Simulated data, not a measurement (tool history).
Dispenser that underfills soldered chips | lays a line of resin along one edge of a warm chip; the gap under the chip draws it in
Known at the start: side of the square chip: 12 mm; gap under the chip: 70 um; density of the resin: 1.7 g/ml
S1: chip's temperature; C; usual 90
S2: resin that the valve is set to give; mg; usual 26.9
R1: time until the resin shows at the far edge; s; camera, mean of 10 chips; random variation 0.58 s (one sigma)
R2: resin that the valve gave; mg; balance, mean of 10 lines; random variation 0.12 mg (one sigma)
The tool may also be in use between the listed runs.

run,day,S1,S2,R1,R2
1,0.000,90,26.9,63.2,25.61
# day 0.358: new syringe of resin
2,0.408,90,26.9,55.5,25.64
3,0.596,90,26.9,66.8,25.42
# day 0.875: new syringe of resin
4,1.008,90,26.9,61.2,25.48
# day 1.408: new syringe of resin
5,1.425,90,26.9,53.4,25.30
6,1.679,99,26.9,46.2,25.16
# day 1.933: new syringe of resin
7,2.071,99,26.9,41.2,25.17
8,2.421,99,26.9,60.4,24.87
# day 2.467: new syringe of resin
9,2.842,99,26.9,53.3,24.75
# day 2.983: new syringe of resin
10,3.075,99,26.9,39.6,24.66
11,3.438,99,26.9,58.8,24.53
# day 3.512: new syringe of resin
12,3.633,84,26.9,79.1,24.49
13,3.829,84,34.3,94.9,30.95
# day 4.038: new syringe of resin
14,4.108,84,34.3,72.9,31.04
15,4.308,90,26.9,70.3,24.30
# day 4.567: new syringe of resin
16,4.567,90,26.9,53.2,24.06
17,4.788,90,26.9,66.4,24.28
# day 5.096: new syringe of resin
18,5.138,90,24.7,57.8,22.02
19,5.467,105,23.2,42.6,20.48
# day 5.629: new syringe of resin
20,5.871,105,23.2,36.2,20.40
21,6.046,88,30.6,87.2,26.85
# day 6.162: new syringe of resin
22,6.362,77,34.3,120.2,29.80
23,6.554,83,26.9,114.0,23.53
# day 6.667: dispensing valve cleaned and set on the balance
# day 6.725: new syringe of resin
24,6.792,83,24.0,81.4,24.03
25,7.104,83,24.0,111.8,23.77
# day 7.258: new syringe of resin
26,7.417,99,24.7,43.3,24.46
27,7.750,90,26.9,89.2,26.45
# day 7.796: new syringe of resin
28,8.154,88,33.3,81.6,32.56
# day 8.325: new syringe of resin
29,8.567,88,33.3,73.6,32.43
30,8.829,88,33.3,97.2,32.17
# day 8.871: new syringe of resin
31,9.221,88,33.3,83.3,32.04
# day 9.392: new syringe of resin
32,9.538,90,34.5,62.6,33.13
# day 9.929: new syringe of resin
33,9.962,90,30.2,54.4,28.94
34,10.258,90,30.2,74.0,28.68
35,10.433,81,34.9,133.9,33.25

Forecast each of these 3 alternatives for the next run:
# day 10.462: new syringe of resin
A,10.721,90,32.5,?,?
# day 10.462: new syringe of resin
B,10.721,77,23.8,?,?
# day 10.462: new syringe of resin
C,10.721,86,26.9,?,?

run,R1,R2
A,68.1,30.82
B,131.2,22.62
C,82.5,25.41
Without the tool's hidden state the same runs would have given:
run,R1,R2
A,49.5,32.55
B,93.9,23.89
C,59.5,26.85
